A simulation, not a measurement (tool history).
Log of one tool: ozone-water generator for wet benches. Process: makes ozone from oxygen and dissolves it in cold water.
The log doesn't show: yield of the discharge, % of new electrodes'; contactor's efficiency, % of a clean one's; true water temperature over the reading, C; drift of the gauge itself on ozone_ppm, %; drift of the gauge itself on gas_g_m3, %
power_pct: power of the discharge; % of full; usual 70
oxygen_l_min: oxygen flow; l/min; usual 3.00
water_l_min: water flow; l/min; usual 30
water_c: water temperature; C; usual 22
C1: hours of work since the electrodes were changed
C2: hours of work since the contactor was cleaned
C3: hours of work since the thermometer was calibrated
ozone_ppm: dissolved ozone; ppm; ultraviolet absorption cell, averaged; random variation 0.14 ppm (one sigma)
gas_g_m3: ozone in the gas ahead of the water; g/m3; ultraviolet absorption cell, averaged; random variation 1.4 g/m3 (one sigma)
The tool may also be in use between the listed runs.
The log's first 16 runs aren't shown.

run 17 hour=342.2 | power_pct=93 oxygen_l_min=2.48 water_l_min=26 water_c=30 | C1=394 C2=1612 C3=1532 | ozone_ppm=18.9 gas_g_m3=362.4
run 18 hour=372.3 | power_pct=93 oxygen_l_min=2.48 water_l_min=26 water_c=30 | C1=421 C2=1639 C3=1559 | ozone_ppm=19.4 gas_g_m3=364.2
run 19 hour=397.3 | power_pct=55 oxygen_l_min=2.09 water_l_min=24 water_c=24 | C1=443 C2=1662 C3=1581 | ozone_ppm=13.1 gas_g_m3=249.2
run 20 hour=426.3 | power_pct=41 oxygen_l_min=3.33 water_l_min=20 water_c=19 | C1=469 C2=1688 C3=1607 | ozone_ppm=13.0 gas_g_m3=142.4
run 21 hour=457.6 | power_pct=41 oxygen_l_min=3.33 water_l_min=21 water_c=19 | C1=497 C2=1716 C3=1635 | ozone_ppm=12.6 gas_g_m3=141.4
run 22 hour=477.1 | power_pct=63 oxygen_l_min=3.33 water_l_min=35 water_c=14 | C1=514 C2=1733 C3=1652 | ozone_ppm=12.2 gas_g_m3=210.3
run 23 hour=501.8 | power_pct=43 oxygen_l_min=3.33 water_l_min=35 water_c=17 | C1=536 C2=1755 C3=1674 | ozone_ppm=8.5 gas_g_m3=149.4
run 24 hour=534.2 | power_pct=45 oxygen_l_min=4.66 water_l_min=37 water_c=18 | C1=565 C2=1784 C3=1703 | ozone_ppm=8.5 gas_g_m3=127.5
run 25 hour=561.1 | power_pct=84 oxygen_l_min=1.61 water_l_min=26 water_c=20 | C1=590 C2=1808 C3=1727 | ozone_ppm=17.2 gas_g_m3=419.9
run 26 hour=580.0 | power_pct=84 oxygen_l_min=1.61 water_l_min=26 water_c=20 | C1=606 C2=1825 C3=1744 | ozone_ppm=17.3 gas_g_m3=426.7
run 27 hour=598.3 | power_pct=84 oxygen_l_min=1.61 water_l_min=26 water_c=20 | C1=623 C2=1842 C3=1761 | ozone_ppm=17.2 gas_g_m3=422.8
run 28 hour=624.4 | power_pct=50 oxygen_l_min=3.00 water_l_min=30 water_c=18 | C1=646 C2=1865 C3=1784 | ozone_ppm=10.8 gas_g_m3=181.6
run 29 hour=655.3 | power_pct=60 oxygen_l_min=1.53 water_l_min=30 water_c=23 | C1=674 C2=1892 C3=1812 | ozone_ppm=10.6 gas_g_m3=319.9
run 30 hour=680.8 | power_pct=42 oxygen_l_min=1.53 water_l_min=39 water_c=21 | C1=697 C2=1915 C3=1834 | ozone_ppm=5.9 gas_g_m3=230.5
run 31 hour=710.0 | power_pct=42 oxygen_l_min=1.53 water_l_min=39 water_c=21 | C1=723 C2=1941 C3=1861 | ozone_ppm=6.0 gas_g_m3=232.1
run 32 hour=727.0 | power_pct=42 oxygen_l_min=1.53 water_l_min=39 water_c=21 | C1=738 C2=1957 C3=1876 | ozone_ppm=6.0 gas_g_m3=231.5

4 ways to go on from here, each from the tool as it stands after run 32. What would each give?
run A hour=754.5 | power_pct=64 oxygen_l_min=3.00 water_l_min=48 water_c=15 | C1=762 C2=1981 C3=1900 | ozone_ppm=? gas_g_m3=?
run B hour=754.5 | power_pct=70 oxygen_l_min=4.61 water_l_min=30 water_c=22 | C1=762 C2=1981 C3=1900 | ozone_ppm=? gas_g_m3=?
run C hour=754.5 | power_pct=70 oxygen_l_min=3.00 water_l_min=30 water_c=15 | C1=762 C2=1981 C3=1900 | ozone_ppm=? gas_g_m3=?
run D hour=754.5 | power_pct=42 oxygen_l_min=2.11 water_l_min=31 water_c=21 | C1=762 C2=1981 C3=1900 | ozone_ppm=? gas_g_m3=?

run=A ozone_ppm=8.6 gas_g_m3=226.1
run=B ozone_ppm=14.8 gas_g_m3=191.4
run=C ozone_ppm=15.0 gas_g_m3=246.4
run=D ozone_ppm=8.2 gas_g_m3=190.6
Without the tool's hidden state the same runs would have given:
run=A ozone_ppm=9.3 gas_g_m3=233.8
run=B ozone_ppm=15.9 gas_g_m3=198.5
run=C ozone_ppm=16.1 gas_g_m3=255.5
run=D ozone_ppm=8.7 gas_g_m3=194.3
